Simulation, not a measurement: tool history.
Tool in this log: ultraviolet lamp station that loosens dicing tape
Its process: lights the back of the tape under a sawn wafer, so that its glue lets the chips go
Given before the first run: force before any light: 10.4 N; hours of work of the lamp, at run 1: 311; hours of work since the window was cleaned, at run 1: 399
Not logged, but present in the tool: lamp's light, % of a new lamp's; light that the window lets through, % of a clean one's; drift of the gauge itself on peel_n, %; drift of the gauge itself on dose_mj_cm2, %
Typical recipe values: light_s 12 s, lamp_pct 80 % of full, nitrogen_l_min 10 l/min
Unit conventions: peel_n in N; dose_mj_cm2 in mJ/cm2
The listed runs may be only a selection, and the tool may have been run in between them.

| run | hour | light_s | lamp_pct | nitrogen_l_min | hours of work of the lamp | hours of work since the window was cleaned | peel_n | dose_mj_cm2 |
|---|---|---|---|---|---|---|---|---|
| 1 | 0.0 | 12 | 80 | 10 | 311 | 399 | 1.256 | 354 |
| 2 | 21.0 | 12 | 80 | 10 | 327 | 416 | 1.331 | 355 |
| 3 | 30.0 | 12 | 80 | 10 | 334 | 422 | 1.282 | 354 |
| 4 | 51.1 | 12 | 80 | 10 | 350 | 439 | 1.284 | 346 |
| 5 | 65.3 | 15 | 80 | 10 | 361 | 450 | 0.824 | 430 |
| 6 | 74.1 | 15 | 80 | 10 | 368 | 456 | 0.859 | 431 |
| 7 | 91.1 | 12 | 80 | 10 | 381 | 470 | 1.382 | 341 |
| 8 | 101.2 | 12 | 80 | 10 | 389 | 477 | 1.346 | 346 |
| 9 | 120.7 | 12 | 80 | 10 | 404 | 492 | 1.382 | 336 |
| 10 | 139.1 | 12 | 80 | 10 | 418 | 507 | 1.398 | 338 |
| 11 | 151.1 | 12 | 80 | 10 | 427 | 516 | 1.443 | 337 |
| 12 | 160.7 | 12 | 80 | 10 | 435 | 523 | 1.451 | 330 |
| 13 | 175.1 | 12 | 80 | 10 | 446 | 534 | 1.461 | 331 |
|  | 177.6 | window cleaned of glue's vapour |
| 14 | 191.0 | 12 | 80 | 12 | 458 | 10 | 1.363 | 316 |
| 15 | 201.4 | 12 | 80 | 12 | 466 | 18 | 1.429 | 317 |
| 16 | 210.6 | 13 | 80 | 12 | 473 | 25 | 1.183 | 344 |
| 17 | 221.2 | 13 | 80 | 12 | 481 | 34 | 1.254 | 342 |
| 18 | 238.3 | 13 | 80 | 12 | 494 | 47 | 1.182 | 341 |
| 19 | 254.5 | 8 | 80 | 12 | 507 | 59 | 2.861 | 207 |
| 20 | 275.7 | 16 | 80 | 17 | 523 | 76 | 0.625 | 412 |
|  | 282.6 | window cleaned of glue's vapour, once more |
| 21 | 291.6 | 12 | 62 | 10 | 535 | 7 | 2.053 | 267 |
| 22 | 302.7 | 7 | 69 | 19 | 543 | 16 | 2.938 | 172 |
| 23 | 323.0 | 7 | 69 | 19 | 559 | 31 | 2.992 | 173 |
| 24 | 339.1 | 7 | 69 | 19 | 571 | 44 | 3.026 | 173 |
| 25 | 348.0 | 7 | 69 | 19 | 578 | 50 | 2.955 | 169 |
| 26 | 365.0 | 7 | 69 | 7 | 591 | 64 | 4.228 | 170 |
| 27 | 377.4 | 7 | 71 | 5 | 601 | 73 | 4.683 | 175 |
| 28 | 393.1 | 18 | 89 | 4 | 613 | 85 | 1.051 | 559 |
| 29 | 405.1 | 18 | 89 | 11 | 622 | 94 | 0.427 | 558 |
| 30 | 420.5 | 8 | 67 | 5 | 634 | 106 | 4.548 | 182 |
| 31 | 431.4 | 12 | 80 | 4 | 643 | 115 | 2.635 | 332 |
| 32 | 447.1 | 10 | 80 | 10 | 655 | 127 | 2.071 | 268 |
| 33 | 460.5 | 18 | 64 | 5 | 665 | 137 | 1.781 | 387 |
| 34 | 481.1 | 14 | 92 | 5 | 681 | 153 | 1.415 | 430 |
| 35 | 494.6 | 18 | 92 | 5 | 691 | 163 | 0.863 | 553 |

4 options for the next run, each taken on its own from the tool as it stands now. Forecast them:
| A | 510.6 | 21 | 80 | 10 | 704 | 176 | ? | ? |
| B | 510.6 | 23 | 63 | 5 | 704 | 176 | ? | ? |
| C | 510.6 | 9 | 92 | 8 | 704 | 176 | ? | ? |
| D | 510.6 | 11 | 92 | 8 | 704 | 176 | ? | ? |

| run | peel_n | dose_mj_cm2 |
|---|---|---|
| A | 0.426 | 554 |
| B | 1.144 | 476 |
| C | 2.309 | 275 |
| D | 1.690 | 332 |
The same runs, with their run-to-run variation unchanged, on a tool lacking any hidden condition would have given:
| run | peel_n | dose_mj_cm2 |
|---|---|---|
| A | 0.206 | 729 |
| B | 0.615 | 627 |
| C | 1.458 | 361 |
| D | 0.979 | 437 |

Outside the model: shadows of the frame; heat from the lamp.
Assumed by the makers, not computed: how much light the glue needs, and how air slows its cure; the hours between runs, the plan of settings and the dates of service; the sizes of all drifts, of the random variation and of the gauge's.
